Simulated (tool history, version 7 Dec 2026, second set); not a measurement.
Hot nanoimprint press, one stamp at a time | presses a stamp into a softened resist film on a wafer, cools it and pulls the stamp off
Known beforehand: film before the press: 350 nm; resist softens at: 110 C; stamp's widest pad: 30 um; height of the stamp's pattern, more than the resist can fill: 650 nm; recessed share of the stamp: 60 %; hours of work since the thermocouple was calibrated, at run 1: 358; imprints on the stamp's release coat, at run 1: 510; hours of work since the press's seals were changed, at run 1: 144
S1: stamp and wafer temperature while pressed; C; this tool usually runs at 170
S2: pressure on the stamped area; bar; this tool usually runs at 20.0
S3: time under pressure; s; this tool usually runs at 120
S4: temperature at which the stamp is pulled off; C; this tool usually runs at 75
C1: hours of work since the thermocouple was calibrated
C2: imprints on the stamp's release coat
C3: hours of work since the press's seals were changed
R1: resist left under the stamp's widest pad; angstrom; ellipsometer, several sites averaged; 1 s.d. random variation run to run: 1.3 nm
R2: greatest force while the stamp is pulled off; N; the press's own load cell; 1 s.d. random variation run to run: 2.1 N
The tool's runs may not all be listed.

run   hour   S1    S2   S3  S4   C1    C2   C3    R1   R2
  1    0.0  170  20.0  120  75  358   510  144  2179  205
  2   32.1  170  20.0  120  75  381   609  166  2157  206
  3   62.3  170  20.0  120  75  402   701  187  2191  206
  4   87.1  170  20.0  120  75  419   777  205  2177  211
  5  119.8  170  20.0  120  70  442   877  227  2190  226
  6  142.8  170  20.0  120  75  458   948  243  2185  215
  7  173.7  170  20.0  120  75  479  1043  265  2217  212
     201.3  -- stamp cleaned and given a new release coat
  8  202.5  170  22.8  120  75  495     3  281  2117  192
  9  229.4  170  22.8  120  75  514    86  299  2143  197
     253.9  -- plate thermocouple calibrated
 10  261.4  165  20.0  120  75    5   175  320  2494  196
 11  276.6  170  20.0  120  75   16   221  330  2058  197
 12  308.0  170  20.0  120  75   38   317  352  2047  197
 13  334.1  170  16.4  120  75   56   397  370  2178  199
 14  359.6  170  16.4  120  75   74   476  388  2189  200
 15  390.2  170  20.0  146  75   95   569  409  1946  201
 16  420.0  170  20.1   64  75  116   660  430  2495  203
 17  441.8  170  14.9  101  80  131   727  445  2359  192
 18  473.3  170  14.9  101  80  153   824  467  2380  196
 19  495.6  167  20.0   62  75  168   892  483  2771  212
 20  518.6  170  23.1  120  73  184   963  499  2011  213
 21  540.5  170  25.0  120  75  199  1030  514  1962  212
     571.7  -- stamp cleaned and given a new release coat
 22  576.2  163  17.3   61  67  220    14  534  3108  208
 23  609.1  170  20.0  176  75  243   115  557  1859  191
 24  622.8  170  20.0  176  75  253   156  567  1866  193
 25  653.3  170  20.0  176  75  274   250  588  1852  192
 26  668.0  167  17.0   93  70  284   295  598  2605  207
 27  682.4  167  13.4   93  76  294   339  608  2795  197
 28  701.6  165  15.0  179  75  307   398  622  2501  201
 29  717.2  165  15.0  179  75  318   446  633  2485  201
 30  749.8  177  20.0  120  80  341   545  655  1585  191

Forecast each of these 4 alternatives for the next run:
  A  764.5  170  20.0  215  75  351  590  665   ?   ?
  B  764.5  170  16.6   95  66  351  590  665   ?   ?
  C  764.5  177  13.1  225  67  351  590  665   ?   ?
  D  764.5  177  20.0   88  80  351  590  665   ?   ?

run    R1   R2
  A  1778  203
  B  2425  227
  C  1449  228
  D  1778  189
The same runs, with their run-to-run variation unchanged, on a tool lacking any hidden condition would have given:
run    R1   R2
  A  1692  189
  B  2345  212
  C  1385  213
  D  1699  176

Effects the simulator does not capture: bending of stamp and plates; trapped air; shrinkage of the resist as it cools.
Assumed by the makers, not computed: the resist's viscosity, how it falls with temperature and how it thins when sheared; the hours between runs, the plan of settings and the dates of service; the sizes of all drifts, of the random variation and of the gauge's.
